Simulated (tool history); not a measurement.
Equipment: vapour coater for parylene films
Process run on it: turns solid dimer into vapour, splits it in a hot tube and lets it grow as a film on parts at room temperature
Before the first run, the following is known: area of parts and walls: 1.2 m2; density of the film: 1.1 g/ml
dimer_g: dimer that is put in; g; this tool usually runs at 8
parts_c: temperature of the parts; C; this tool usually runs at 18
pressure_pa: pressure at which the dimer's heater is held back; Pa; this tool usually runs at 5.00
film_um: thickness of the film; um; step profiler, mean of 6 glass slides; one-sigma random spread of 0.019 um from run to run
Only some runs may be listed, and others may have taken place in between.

run,hour,dimer_g,parts_c,pressure_pa,film_um
1,0.0,8,18,5.00,2.91
2,32.7,13,18,5.00,4.71
3,76.2,4,18,5.00,1.45
4,109.9,8,18,9.25,2.76
5,156.7,8,18,9.25,2.74
6,203.1,8,18,9.25,2.73
7,232.7,8,18,5.00,2.81
8,264.9,8,18,5.00,2.83
9,301.4,3,18,5.00,1.05
10,338.4,3,18,5.00,1.05
11,358.9,8,21,5.00,2.60
# hour 374.3: trap's valve overhauled
12,408.5,8,28,5.00,2.29
13,448.5,8,28,5.00,2.24
14,480.7,8,15,5.00,3.21
15,516.3,8,15,5.00,3.18
16,548.9,8,10,5.00,3.71
17,583.9,8,10,5.00,3.71
18,625.5,8,10,5.00,3.69
19,662.9,8,18,2.59,3.08
20,696.8,8,12,2.59,3.59
21,732.7,8,14,5.00,3.26
22,760.1,8,14,5.00,3.24
23,799.9,8,14,5.00,3.25
24,829.4,8,14,5.00,3.22
25,865.5,8,14,5.00,3.23
26,902.0,10,23,2.54,3.23
27,929.7,10,23,2.54,3.27
28,967.3,10,18,5.00,3.57
# hour 975.3: trap's valve overhauled
29,1004.5,8,11,5.00,3.66
30,1036.0,8,11,5.00,3.66
31,1071.5,8,17,5.00,3.11
32,1090.7,8,17,5.00,3.12
33,1115.0,8,17,2.08,3.30
34,1148.9,8,17,10.42,2.93
35,1183.0,4,28,5.00,1.14
36,1213.1,8,27,5.18,2.29
37,1257.4,8,18,5.81,2.95
38,1293.9,9,18,11.79,3.14
39,1321.3,8,20,10.12,2.67
40,1342.6,3,20,10.12,0.99
41,1366.4,6,20,10.12,2.01
42,1397.6,4,20,4.15,1.41
43,1428.0,8,18,7.22,2.84
44,1461.8,8,15,4.99,3.17
45,1498.0,4,15,3.72,1.61
46,1526.8,4,16,5.00,1.56

3 options for the next run, each taken on its own from the tool as it stands now. Forecast them:
A,1565.8,8,30,5.00,?
B,1565.8,4,16,4.27,?
C,1565.8,9,16,4.15,?

run,film_um
A,2.09
B,1.57
C,3.49
Had the tool no hidden state, the same runs would have come out as:
run,film_um
A,2.15
B,1.61
C,3.59
